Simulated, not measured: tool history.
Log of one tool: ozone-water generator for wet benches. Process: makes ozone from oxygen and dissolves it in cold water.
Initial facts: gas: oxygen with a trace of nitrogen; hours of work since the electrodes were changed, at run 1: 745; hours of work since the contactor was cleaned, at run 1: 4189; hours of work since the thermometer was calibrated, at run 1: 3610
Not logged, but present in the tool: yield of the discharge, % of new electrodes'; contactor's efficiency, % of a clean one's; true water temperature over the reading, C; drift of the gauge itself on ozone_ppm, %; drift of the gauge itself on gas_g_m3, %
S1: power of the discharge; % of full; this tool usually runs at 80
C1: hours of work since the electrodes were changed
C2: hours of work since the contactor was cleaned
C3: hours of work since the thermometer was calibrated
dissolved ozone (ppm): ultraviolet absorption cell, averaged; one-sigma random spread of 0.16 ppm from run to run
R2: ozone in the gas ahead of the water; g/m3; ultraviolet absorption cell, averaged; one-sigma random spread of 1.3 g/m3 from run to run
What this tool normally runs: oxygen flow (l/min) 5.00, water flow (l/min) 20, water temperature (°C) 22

Run 1, day 0.000: usual settings; C1 745; C2 4189; C3 3610. Result: dissolved ozone (ppm) 20.7, R2 245.0 g/m3.
Run 2, day 0.883: usual settings but oxygen flow (l/min) 3.28; C1 761; C2 4206; C3 3626. Result: dissolved ozone (ppm) 18.9, R2 288.6 g/m3.
Run 3, day 1.579: usual settings but oxygen flow (l/min) 3.28; C1 774; C2 4218; C3 3639. Result: dissolved ozone (ppm) 18.9, R2 287.9 g/m3.
Run 4, day 2.850: usual settings but oxygen flow (l/min) 3.28; C1 797; C2 4242; C3 3663. Result: dissolved ozone (ppm) 19.1, R2 285.1 g/m3.
Run 5, day 3.600: usual settings but oxygen flow (l/min) 3.28; C1 811; C2 4256; C3 3676. Result: dissolved ozone (ppm) 18.9, R2 287.7 g/m3.
Run 6, day 4.888: usual settings but oxygen flow (l/min) 3.63; C1 835; C2 4279; C3 3700. Result: dissolved ozone (ppm) 19.3, R2 277.3 g/m3.
Run 7, day 5.712: usual settings but oxygen flow (l/min) 3.63; C1 850; C2 4294; C3 3715. Result: dissolved ozone (ppm) 19.4, R2 275.2 g/m3.
Run 8, day 6.533: usual settings but water temperature (°C) 16; C1 865; C2 4310; C3 3730. Result: dissolved ozone (ppm) 22.5, R2 245.1 g/m3.
Run 9, day 7.604: usual settings but oxygen flow (l/min) 5.48; C1 885; C2 4329; C3 3750. Result: dissolved ozone (ppm) 21.0, R2 235.5 g/m3.
Run 10, day 8.838: usual settings but S1 51 % of full; C1 908; C2 4352; C3 3773. Result: dissolved ozone (ppm) 14.9, R2 173.7 g/m3.
Run 11, day 9.838: usual settings but S1 51 % of full, water flow (l/min) 12; C1 926; C2 4370; C3 3791. Result: dissolved ozone (ppm) 20.7, R2 176.1 g/m3.
Run 12, day 10.525: usual settings but S1 51 % of full, water flow (l/min) 12; C1 939; C2 4383; C3 3804. Result: dissolved ozone (ppm) 21.0, R2 174.9 g/m3.
Run 13, day 11.767: usual settings but S1 51 % of full, water flow (l/min) 12; C1 962; C2 4406; C3 3827. Result: dissolved ozone (ppm) 20.9, R2 173.5 g/m3.
Run 14, day 12.450: usual settings but water temperature (°C) 26; C1 974; C2 4418; C3 3839. Result: dissolved ozone (ppm) 19.3, R2 245.3 g/m3.
Run 15, day 13.483: usual settings but water temperature (°C) 17; C1 993; C2 4437; C3 3858. Result: dissolved ozone (ppm) 22.2, R2 243.8 g/m3.
Run 16, day 14.338: usual settings but water temperature (°C) 18; C1 1009; C2 4453; C3 3874. Result: dissolved ozone (ppm) 21.8, R2 243.9 g/m3.
Run 17, day 15.571: usual settings but oxygen flow (l/min) 6.38, water temperature (°C) 18; C1 1031; C2 4476; C3 3897. Result: dissolved ozone (ppm) 22.8, R2 221.2 g/m3.
Run 18, day 16.217: usual settings but water flow (l/min) 14; C1 1043; C2 4488; C3 3908. Result: dissolved ozone (ppm) 26.3, R2 245.0 g/m3.
Run 19, day 17.283: usual settings but S1 46 % of full, oxygen flow (l/min) 7.56, water flow (l/min) 21, water temperature (°C) 16; C1 1063; C2 4507; C3 3928. Result: dissolved ozone (ppm) 15.4, R2 137.9 g/m3.
Run 20, day 18.542: usual settings but S1 98 % of full, water flow (l/min) 15; C1 1086; C2 4530; C3 3951. Result: dissolved ozone (ppm) 29.1, R2 282.9 g/m3.
Run 21, day 19.367: usual settings but S1 98 % of full, water flow (l/min) 15; C1 1101; C2 4546; C3 3966. Result: dissolved ozone (ppm) 29.7, R2 282.6 g/m3.
Run 22, day 20.417: usual settings but S1 98 % of full, water flow (l/min) 19; C1 1121; C2 4565; C3 3986. Result: dissolved ozone (ppm) 25.2, R2 283.2 g/m3.
Run 23, day 21.208: usual settings but S1 45 % of full, oxygen flow (l/min) 8.92, water flow (l/min) 15, water temperature (°C) 26; C1 1135; C2 4579; C3 4000. Result: dissolved ozone (ppm) 15.1, R2 128.0 g/m3.
Run 24, day 22.358: usual settings but S1 50 % of full, oxygen flow (l/min) 4.39, water flow (l/min) 30, water temperature (°C) 26; C1 1156; C2 4601; C3 4021. Result: dissolved ozone (ppm) 9.6, R2 182.1 g/m3.
Run 25, day 23.583: usual settings but S1 42 % of full, water flow (l/min) 15; C1 1179; C2 4623; C3 4044. Result: dissolved ozone (ppm) 16.0, R2 151.7 g/m3.
Run 26, day 24.258: usual settings but water temperature (°C) 16; C1 1191; C2 4636; C3 4056. Result: dissolved ozone (ppm) 22.6, R2 244.9 g/m3.
Run 27, day 25.421: usual settings but water temperature (°C) 16; C1 1213; C2 4657; C3 4078. Result: dissolved ozone (ppm) 22.7, R2 242.4 g/m3.
Run 28, day 26.712: usual settings but S1 64 % of full, oxygen flow (l/min) 3.59, water temperature (°C) 23; C1 1236; C2 4681; C3 4102. Result: dissolved ozone (ppm) 16.4, R2 236.3 g/m3.
Run 29, day 27.546: usual settings but S1 82 % of full, water flow (l/min) 19; C1 1252; C2 4696; C3 4117. Result: dissolved ozone (ppm) 21.8, R2 247.8 g/m3.
Run 30, day 28.708: usual settings but oxygen flow (l/min) 2.99, water flow (l/min) 12; C1 1273; C2 4717; C3 4138. Result: dissolved ozone (ppm) 27.7, R2 297.1 g/m3.

Estimate the outcome of run 31 from the log above:
Run 31, day 29.692: usual settings but S1 88 % of full; C1 1291; C2 4736; C3 4156. Result: dissolved ozone (ppm) ?, R2 ?.

For run 31 the tool returned dissolved ozone (ppm) 22.1, R2 259.6 g/m3.
If the tool had no hidden condition, the same run with the same run-to-run variation would have returned dissolved ozone (ppm) 22.2, R2 259.7 g/m3.

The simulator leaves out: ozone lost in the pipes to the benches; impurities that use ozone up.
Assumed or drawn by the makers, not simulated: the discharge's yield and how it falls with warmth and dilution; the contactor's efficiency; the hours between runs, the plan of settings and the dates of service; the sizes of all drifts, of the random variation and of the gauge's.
